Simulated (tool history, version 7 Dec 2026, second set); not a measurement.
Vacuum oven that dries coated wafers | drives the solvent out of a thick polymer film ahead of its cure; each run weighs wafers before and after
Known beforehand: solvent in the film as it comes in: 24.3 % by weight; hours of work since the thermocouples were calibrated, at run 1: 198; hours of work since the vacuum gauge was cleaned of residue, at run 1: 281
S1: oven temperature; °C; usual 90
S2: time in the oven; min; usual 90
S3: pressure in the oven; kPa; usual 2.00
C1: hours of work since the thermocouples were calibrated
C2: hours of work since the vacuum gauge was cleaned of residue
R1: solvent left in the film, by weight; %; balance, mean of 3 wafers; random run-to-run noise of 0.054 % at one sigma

{"run": 1, "hour": 0.0, "S1": 90, "S2": 90, "S3": 2.0, "C1": 198, "C2": 281, "R1": 2.13}
{"run": 2, "hour": 12.0, "S1": 90, "S2": 90, "S3": 2.0, "C1": 207, "C2": 290, "R1": 2.15}
{"run": 3, "hour": 23.1, "S1": 90, "S2": 117, "S3": 2.0, "C1": 216, "C2": 299, "R1": 1.49}
{"run": 4, "hour": 28.7, "S1": 90, "S2": 117, "S3": 2.0, "C1": 220, "C2": 303, "R1": 1.4}
{"run": 5, "hour": 35.3, "S1": 90, "S2": 59, "S3": 2.0, "C1": 225, "C2": 308, "R1": 3.93}
{"run": 6, "hour": 42.3, "S1": 90, "S2": 90, "S3": 2.0, "C1": 230, "C2": 313, "R1": 2.09}
{"run": 7, "hour": 52.4, "S1": 90, "S2": 90, "S3": 2.0, "C1": 237, "C2": 321, "R1": 2.21}
{"run": 8, "hour": 63.5, "S1": 90, "S2": 90, "S3": 2.0, "C1": 246, "C2": 329, "R1": 2.11}
{"run": 9, "hour": 71.7, "S1": 90, "S2": 90, "S3": 2.0, "C1": 252, "C2": 335, "R1": 2.09}
{"run": 10, "hour": 80.7, "S1": 90, "S2": 90, "S3": 2.0, "C1": 259, "C2": 342, "R1": 2.14}
{"run": 11, "hour": 89.4, "S1": 90, "S2": 90, "S3": 2.0, "C1": 265, "C2": 348, "R1": 2.2}
{"run": 12, "hour": 96.1, "S1": 90, "S2": 90, "S3": 2.0, "C1": 270, "C2": 353, "R1": 2.27}
{"run": 13, "hour": 103.8, "S1": 90, "S2": 90, "S3": 2.0, "C1": 276, "C2": 359, "R1": 2.19}
{"run": 14, "hour": 110.5, "S1": 90, "S2": 90, "S3": 2.0, "C1": 281, "C2": 364, "R1": 2.22}
{"run": 15, "hour": 121.6, "S1": 90, "S2": 90, "S3": 2.0, "C1": 289, "C2": 372, "R1": 2.2}
{"run": 16, "hour": 127.6, "S1": 90, "S2": 113, "S3": 2.0, "C1": 294, "C2": 377, "R1": 1.65}
{"run": 17, "hour": 135.1, "S1": 90, "S2": 90, "S3": 2.0, "C1": 299, "C2": 383, "R1": 2.11}
{"run": 18, "hour": 144.9, "S1": 90, "S2": 72, "S3": 2.0, "C1": 307, "C2": 390, "R1": 3.1}
{"run": 19, "hour": 152.2, "S1": 90, "S2": 72, "S3": 2.0, "C1": 312, "C2": 395, "R1": 3.04}
{"run": 20, "hour": 160.1, "S1": 90, "S2": 67, "S3": 2.0, "C1": 318, "C2": 401, "R1": 3.39}
{"run": 21, "hour": 173.5, "S1": 90, "S2": 90, "S3": 5.19, "C1": 328, "C2": 411, "R1": 3.89}
{"run": 22, "hour": 186.4, "S1": 90, "S2": 90, "S3": 5.19, "C1": 338, "C2": 421, "R1": 3.85}
{"run": 23, "hour": 194.8, "S1": 91, "S2": 90, "S3": 2.0, "C1": 344, "C2": 427, "R1": 1.91}
{"run": 24, "hour": 203.9, "S1": 91, "S2": 110, "S3": 2.88, "C1": 351, "C2": 434, "R1": 1.98}
{"run": 25, "hour": 210.6, "S1": 91, "S2": 110, "S3": 2.88, "C1": 356, "C2": 439, "R1": 1.98}
{"run": 26, "hour": 222.4, "S1": 78, "S2": 143, "S3": 5.17, "C1": 365, "C2": 448, "R1": 7.13}
{"run": 27, "hour": 233.6, "S1": 78, "S2": 87, "S3": 5.17, "C1": 373, "C2": 456, "R1": 9.94}
{"hour": 236.0, "done": "vacuum gauge cleaned of residue and calibrated"}
{"run": 28, "hour": 244.9, "S1": 78, "S2": 55, "S3": 4.68, "C1": 381, "C2": 7, "R1": 12.52}
{"run": 29, "hour": 251.3, "S1": 78, "S2": 55, "S3": 4.68, "C1": 385, "C2": 11, "R1": 12.28}
{"run": 30, "hour": 260.4, "S1": 87, "S2": 90, "S3": 3.13, "C1": 392, "C2": 18, "R1": 3.81}
{"run": 31, "hour": 268.0, "S1": 87, "S2": 90, "S3": 3.13, "C1": 398, "C2": 24, "R1": 3.92}
{"run": 32, "hour": 281.8, "S1": 105, "S2": 145, "S3": 2.0, "C1": 408, "C2": 34, "R1": 0.58}
{"run": 33, "hour": 293.6, "S1": 78, "S2": 107, "S3": 1.68, "C1": 417, "C2": 43, "R1": 6.21}
{"hour": 305.4, "done": "vacuum gauge cleaned of residue and calibrated, once more"}
{"run": 34, "hour": 305.5, "S1": 101, "S2": 56, "S3": 5.88, "C1": 425, "C2": 0, "R1": 2.55}
{"run": 35, "hour": 316.0, "S1": 90, "S2": 90, "S3": 6.5, "C1": 433, "C2": 8, "R1": 4.58}
{"run": 36, "hour": 322.0, "S1": 82, "S2": 92, "S3": 2.0, "C1": 437, "C2": 12, "R1": 5.36}
{"run": 37, "hour": 329.1, "S1": 92, "S2": 123, "S3": 1.49, "C1": 443, "C2": 18, "R1": 1.06}
{"run": 38, "hour": 340.0, "S1": 79, "S2": 68, "S3": 2.0, "C1": 451, "C2": 26, "R1": 9.04}
{"run": 39, "hour": 345.7, "S1": 79, "S2": 68, "S3": 2.0, "C1": 455, "C2": 30, "R1": 9.1}
{"run": 40, "hour": 359.4, "S1": 79, "S2": 68, "S3": 2.0, "C1": 465, "C2": 40, "R1": 8.87}
{"run": 41, "hour": 371.6, "S1": 88, "S2": 68, "S3": 2.0, "C1": 475, "C2": 50, "R1": 4.26}
{"run": 42, "hour": 384.6, "S1": 88, "S2": 68, "S3": 2.0, "C1": 484, "C2": 59, "R1": 4.24}
{"run": 43, "hour": 392.8, "S1": 101, "S2": 69, "S3": 2.0, "C1": 490, "C2": 66, "R1": 0.86}
{"run": 44, "hour": 402.6, "S1": 83, "S2": 110, "S3": 4.17, "C1": 498, "C2": 73, "R1": 5.13}
{"run": 45, "hour": 413.1, "S1": 80, "S2": 59, "S3": 1.21, "C1": 506, "C2": 81, "R1": 8.9}
{"run": 46, "hour": 420.2, "S1": 101, "S2": 59, "S3": 1.6, "C1": 511, "C2": 86, "R1": 0.86}

Below are 3 alternative next runs, each starting from the tool's condition after run 46. Predict each:
{"run": "A", "hour": 427.7, "S1": 89, "S2": 157, "S3": 1.6, "C1": 517, "C2": 92, "R1": "?"}
{"run": "B", "hour": 427.7, "S1": 87, "S2": 57, "S3": 2.83, "C1": 517, "C2": 92, "R1": "?"}
{"run": "C", "hour": 427.7, "S1": 88, "S2": 90, "S3": 1.29, "C1": 517, "C2": 92, "R1": "?"}

run=A R1=1.07
run=B R1=6.16
run=C R1=2.56
Stripped of hidden state, with their random variation kept, the same runs would have yielded:
run=A R1=0.99
run=B R1=5.85
run=C R1=2.36
